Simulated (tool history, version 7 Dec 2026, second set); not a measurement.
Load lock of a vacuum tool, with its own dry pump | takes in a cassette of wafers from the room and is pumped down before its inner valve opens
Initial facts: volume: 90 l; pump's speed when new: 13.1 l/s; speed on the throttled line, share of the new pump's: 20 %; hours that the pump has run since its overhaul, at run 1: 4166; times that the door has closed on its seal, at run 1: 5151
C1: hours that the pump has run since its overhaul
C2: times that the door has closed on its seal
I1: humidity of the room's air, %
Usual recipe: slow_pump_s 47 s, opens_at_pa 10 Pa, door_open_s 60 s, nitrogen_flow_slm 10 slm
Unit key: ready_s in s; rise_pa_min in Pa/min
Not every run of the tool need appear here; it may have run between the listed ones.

run 1 day=0 | slow_pump_s=47 opens_at_pa=10 door_open_s=60 nitrogen_flow_slm=10 | C1=4166 C2=5151 | I1=41.8 | ready_s=106.1 rise_pa_min=0.04
run 2 day=16.708 | slow_pump_s=47 opens_at_pa=10 door_open_s=60 nitrogen_flow_slm=10 | C1=4567 C2=6839 | I1=46.3 | ready_s=107.2 rise_pa_min=0.048
run 3 day=38.767 | slow_pump_s=47 opens_at_pa=10 door_open_s=60 nitrogen_flow_slm=10 | C1=5097 C2=9068 | I1=44.3 | ready_s=105.9 rise_pa_min=0.059
run 4 day=66.738 | slow_pump_s=47 opens_at_pa=10 door_open_s=60 nitrogen_flow_slm=10 | C1=5768 C2=11893 | I1=42.5 | ready_s=108.2 rise_pa_min=0.066
run 5 day=79.167 | slow_pump_s=47 opens_at_pa=10 door_open_s=60 nitrogen_flow_slm=19 | C1=6066 C2=13149 | I1=48 | ready_s=107.9 rise_pa_min=0.063
run 6 day=91.55 | slow_pump_s=41 opens_at_pa=10 door_open_s=60 nitrogen_flow_slm=10 | C1=6364 C2=14400 | I1=49.3 | ready_s=103.2 rise_pa_min=0.085
run 7 day=110.796 | slow_pump_s=47 opens_at_pa=10 door_open_s=60 nitrogen_flow_slm=10 | C1=6826 C2=16344 | I1=48.3 | ready_s=108.8 rise_pa_min=0.086
run 8 day=132.1 | slow_pump_s=47 opens_at_pa=10 door_open_s=60 nitrogen_flow_slm=10 | C1=7337 C2=18497 | I1=46.8 | ready_s=110 rise_pa_min=0.097
run 9 day=153.533 | slow_pump_s=47 opens_at_pa=10 door_open_s=60 nitrogen_flow_slm=10 | C1=7851 C2=20662 | I1=41.3 | ready_s=110.4 rise_pa_min=0.104
run 10 day=170.479 | slow_pump_s=47 opens_at_pa=10 door_open_s=60 nitrogen_flow_slm=10 | C1=8258 C2=22374 | I1=44.4 | ready_s=110.7 rise_pa_min=0.116
run 11 day=190.629 | slow_pump_s=47 opens_at_pa=10 door_open_s=60 nitrogen_flow_slm=10 | C1=8742 C2=24410 | I1=41.4 | ready_s=111.9 rise_pa_min=0.13
run 12 day=204.821 | slow_pump_s=47 opens_at_pa=10 door_open_s=60 nitrogen_flow_slm=10 | C1=9082 C2=25843 | I1=46.5 | ready_s=113 rise_pa_min=0.135
run 13 day=225.667 | slow_pump_s=47 opens_at_pa=8 door_open_s=60 nitrogen_flow_slm=10 | C1=9582 C2=27950 | I1=44.4 | ready_s=114.5 rise_pa_min=0.147
run 14 day=244.812 | slow_pump_s=47 opens_at_pa=8 door_open_s=60 nitrogen_flow_slm=10 | C1=10042 C2=29884 | I1=45.7 | ready_s=114.8 rise_pa_min=0.169
-- day=259.575 dry pump taken out, an overhauled one fitted
run 15 day=260.888 | slow_pump_s=47 opens_at_pa=8 door_open_s=60 nitrogen_flow_slm=10 | C1=32 C2=31482 | I1=46.6 | ready_s=105 rise_pa_min=0.178
run 16 day=286.529 | slow_pump_s=47 opens_at_pa=10 door_open_s=61 nitrogen_flow_slm=10 | C1=647 C2=34073 | I1=46.4 | ready_s=103.2 rise_pa_min=0.189
run 17 day=313.617 | slow_pump_s=47 opens_at_pa=10 door_open_s=61 nitrogen_flow_slm=10 | C1=1297 C2=36810 | I1=44.9 | ready_s=104.2 rise_pa_min=0.212
run 18 day=341.133 | slow_pump_s=47 opens_at_pa=10 door_open_s=98 nitrogen_flow_slm=10 | C1=1957 C2=39589 | I1=46.2 | ready_s=104.1 rise_pa_min=0.24
run 19 day=356.571 | slow_pump_s=47 opens_at_pa=10 door_open_s=98 nitrogen_flow_slm=10 | C1=2328 C2=41149 | I1=44.2 | ready_s=106 rise_pa_min=0.26
run 20 day=383.15 | slow_pump_s=61 opens_at_pa=14 door_open_s=60 nitrogen_flow_slm=10 | C1=2966 C2=43834 | I1=46 | ready_s=116.2 rise_pa_min=0.277
run 21 day=397.033 | slow_pump_s=35 opens_at_pa=10 door_open_s=217 nitrogen_flow_slm=10 | C1=3299 C2=45237 | I1=44.3 | ready_s=96.2 rise_pa_min=0.327
run 22 day=426.838 | slow_pump_s=47 opens_at_pa=10 door_open_s=52 nitrogen_flow_slm=7 | C1=4014 C2=48248 | I1=42.5 | ready_s=107.2 rise_pa_min=0.319
run 23 day=455.7 | slow_pump_s=47 opens_at_pa=13 door_open_s=111 nitrogen_flow_slm=26 | C1=4707 C2=51164 | I1=42.7 | ready_s=106.3 rise_pa_min=0.334
run 24 day=472.638 | slow_pump_s=33 opens_at_pa=13 door_open_s=203 nitrogen_flow_slm=26 | C1=5114 C2=52875 | I1=43.2 | ready_s=95 rise_pa_min=0.374
run 25 day=490.767 | slow_pump_s=47 opens_at_pa=19 door_open_s=99 nitrogen_flow_slm=10 | C1=5549 C2=54706 | I1=45.6 | ready_s=104.7 rise_pa_min=0.402
run 26 day=506.879 | slow_pump_s=88 opens_at_pa=12 door_open_s=237 nitrogen_flow_slm=14 | C1=5935 C2=56334 | I1=46.3 | ready_s=142.1 rise_pa_min=0.44
run 27 day=519.517 | slow_pump_s=51 opens_at_pa=14 door_open_s=43 nitrogen_flow_slm=13 | C1=6239 C2=57611 | I1=43.7 | ready_s=109.3 rise_pa_min=0.407
run 28 day=536.692 | slow_pump_s=51 opens_at_pa=8 door_open_s=43 nitrogen_flow_slm=13 | C1=6651 C2=59346 | I1=45.7 | ready_s=116.1 rise_pa_min=0.432
run 29 day=558.729 | slow_pump_s=46 opens_at_pa=10 door_open_s=60 nitrogen_flow_slm=35 | C1=7180 C2=61572 | I1=46.3 | ready_s=109.9 rise_pa_min=0.46
run 30 day=577.096 | slow_pump_s=46 opens_at_pa=10 door_open_s=73 nitrogen_flow_slm=7 | C1=7621 C2=63428 | I1=41.9 | ready_s=111.2 rise_pa_min=0.507
run 31 day=597.229 | slow_pump_s=49 opens_at_pa=7 door_open_s=145 nitrogen_flow_slm=9 | C1=8104 C2=65462 | I1=45.3 | ready_s=117 rise_pa_min=0.541
run 32 day=618.425 | slow_pump_s=31 opens_at_pa=12 door_open_s=117 nitrogen_flow_slm=29 | C1=8612 C2=67604 | I1=47.7 | ready_s=98.4 rise_pa_min=0.539
-- day=628.712 door's seal changed, seat wiped
run 33 day=636.883 | slow_pump_s=31 opens_at_pa=12 door_open_s=117 nitrogen_flow_slm=29 | C1=9054 C2=826 | I1=43.1 | ready_s=100.6 rise_pa_min=0.019
run 34 day=649.883 | slow_pump_s=31 opens_at_pa=12 door_open_s=117 nitrogen_flow_slm=29 | C1=9366 C2=2139 | I1=43.2 | ready_s=100.2 rise_pa_min=0.025
run 35 day=673.642 | slow_pump_s=31 opens_at_pa=12 door_open_s=31 nitrogen_flow_slm=5 | C1=9936 C2=4540 | I1=45.4 | ready_s=100.8 rise_pa_min=0.042
run 36 day=688.988 | slow_pump_s=31 opens_at_pa=12 door_open_s=31 nitrogen_flow_slm=5 | C1=10304 C2=6090 | I1=43.2 | ready_s=101.4 rise_pa_min=0.04

Each run again, without the hidden state but with its own random variation kept:
Unlogged tool condition in this case: pump's speed, % of a new pump's; leak at the door's seal, Pa l/s; drift of the gauge itself on ready_s, %; drift of the gauge itself on rise_pa_min, %.
run=1 ready_s=102 rise_pa_min=0.025
run=2 ready_s=102.6 rise_pa_min=0.027
run=3 ready_s=100.7 rise_pa_min=0.03
run=4 ready_s=102.3 rise_pa_min=0.026
run=5 ready_s=101.7 rise_pa_min=0.017
run=6 ready_s=96.6 rise_pa_min=0.035
run=7 ready_s=101.6 rise_pa_min=0.026
run=8 ready_s=102.1 rise_pa_min=0.027
run=9 ready_s=101.9 rise_pa_min=0.022
run=10 ready_s=101.6 rise_pa_min=0.028
run=11 ready_s=102.2 rise_pa_min=0.028
run=12 ready_s=102.8 rise_pa_min=0.027
run=13 ready_s=103.3 rise_pa_min=0.026
run=14 ready_s=103.1 rise_pa_min=0.031
run=15 ready_s=103.8 rise_pa_min=0.031
run=16 ready_s=101.3 rise_pa_min=0.026
run=17 ready_s=101.7 rise_pa_min=0.029
run=18 ready_s=100.8 rise_pa_min=0.036
run=19 ready_s=102.3 rise_pa_min=0.038
run=20 ready_s=112.2 rise_pa_min=0.03
run=21 ready_s=91.3 rise_pa_min=0.062
run=22 ready_s=101.6 rise_pa_min=0.03
run=23 ready_s=100.1 rise_pa_min=0.02
run=24 ready_s=88.2 rise_pa_min=0.032
run=25 ready_s=98 rise_pa_min=0.038
run=26 ready_s=135.6 rise_pa_min=0.056
run=27 ready_s=101.7 rise_pa_min=0.017
run=28 ready_s=107.1 rise_pa_min=0.015
run=29 ready_s=100.3 rise_pa_min=0.014
run=30 ready_s=100.9 rise_pa_min=0.04
run=31 ready_s=105.5 rise_pa_min=0.049
run=32 ready_s=86.4 rise_pa_min=0.021
run=33 ready_s=88 rise_pa_min=0.017
run=34 ready_s=87.2 rise_pa_min=0.02
run=35 ready_s=87 rise_pa_min=0.03
run=36 ready_s=87 rise_pa_min=0.023
